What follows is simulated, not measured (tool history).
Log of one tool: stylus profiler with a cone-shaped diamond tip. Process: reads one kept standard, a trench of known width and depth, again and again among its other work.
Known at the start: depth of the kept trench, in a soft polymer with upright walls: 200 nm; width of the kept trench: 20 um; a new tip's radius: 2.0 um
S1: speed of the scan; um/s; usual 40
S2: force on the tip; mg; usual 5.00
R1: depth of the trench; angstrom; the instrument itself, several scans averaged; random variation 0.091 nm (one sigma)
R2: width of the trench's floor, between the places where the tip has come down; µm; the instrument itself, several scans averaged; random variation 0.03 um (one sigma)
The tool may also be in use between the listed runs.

run	day	S1	S2	R1	R2
1	0.000	40	5.00	2046.2	17.78
2	1.638	40	5.00	2045.8	17.75
3	2.629	40	4.40	2042.7	17.77
4	3.696	40	5.00	2045.9	17.70
5	4.688	40	5.00	2046.9	17.78
6	5.546	40	5.00	2047.6	17.67
7	6.704	40	5.00	2046.4	17.71
# day 6.862: height scale calibrated on a step standard
8	8.312	40	10.16	2074.9	17.74
# day 9.500: height scale calibrated on a step standard, once more
9	9.500	40	5.00	2041.0	17.68
10	11.196	40	9.17	2060.3	17.69
11	12.267	40	5.00	2040.4	17.69
12	13.708	40	5.00	2041.2	17.72
13	14.812	40	5.00	2040.3	17.66
14	15.854	40	5.00	2042.2	17.63
15	16.746	153	8.81	2059.7	17.40
16	17.579	153	8.81	2058.7	17.37
17	19.221	52	4.83	2040.6	17.57
18	20.583	52	4.83	2041.3	17.55
19	21.283	52	4.83	2042.3	17.57
20	22.038	52	4.83	2041.3	17.60
21	22.738	44	3.06	2029.8	17.51
22	24.425	44	3.06	2031.5	17.45
23	25.950	78	3.73	2035.7	17.36
24	27.150	40	5.31	2044.4	17.50
25	28.867	24	2.80	2030.0	17.58

3 ways to go on from here, each from the tool as it stands after run 25. What would each give?
A	29.742	36	3.43	?	?
B	29.742	31	5.35	?	?
C	29.742	35	2.38	?	?

run	R1	R2
A	2033.9	17.50
B	2044.8	17.53
C	2028.5	17.48
Without the tool's hidden state the same runs would have given:
run	R1	R2
A	2030.2	18.09
B	2041.0	18.12
C	2024.8	18.07
